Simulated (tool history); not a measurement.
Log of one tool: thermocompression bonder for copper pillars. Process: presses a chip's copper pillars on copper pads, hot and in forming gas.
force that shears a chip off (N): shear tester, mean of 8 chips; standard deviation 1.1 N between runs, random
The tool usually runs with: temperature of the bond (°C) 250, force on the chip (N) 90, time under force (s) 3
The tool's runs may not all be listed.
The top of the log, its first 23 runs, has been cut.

run	hour	temperature of the bond (°C)	force on the chip (N)	time under force (s)	hours of work since the heater was calibrated	hours of work since the force cell was calibrated	hours of work since the gas filter was changed	force that shears a chip off (N)
24	463.5	250	135	2	80	1042	103	108.4
25	485.4	245	93	2	95	1056	118	78.7
26	514.1	250	68	5	113	1075	137	90.1
27	526.7	240	109	6	122	1084	145	116.7
28	545.6	240	109	6	134	1096	157	115.1
29	573.8	240	109	6	153	1115	176	116
30	598.1	226	125	5	169	1131	192	107.8
31	624.4	228	61	9	186	1148	209	78.4
32	637.4	228	100	2	195	1157	218	68.2
# hour 652: forming gas filter changed
33	653.6	234	91	3	205	1167	1	82.1
34	671.7	226	91	5	217	1179	13	87.5
35	700.6	221	131	5	236	1198	32	108.1
36	723.8	275	71	7	251	1213	47	123.4
37	737.9	275	71	7	261	1223	57	123.6
38	749.9	275	71	7	269	1231	65	122.9
39	764	261	84	7	278	1240	74	125.3
40	778.2	234	80	3	287	1249	83	74
41	805.5	234	80	3	305	1267	101	72.5

3 ways to go on from here, each from the tool as it stands after run 41. What would each give?
A	825.2	246	80	3	318	1280	114	?
B	825.2	234	91	3	318	1280	114	?
C	825.2	234	92	3	318	1280	114	?

run	force that shears a chip off (N)
A	84.7
B	82.9
C	83.9
Had the tool no hidden state, the same runs would have come out as:
run	force that shears a chip off (N)
A	87
B	84.9
C	86
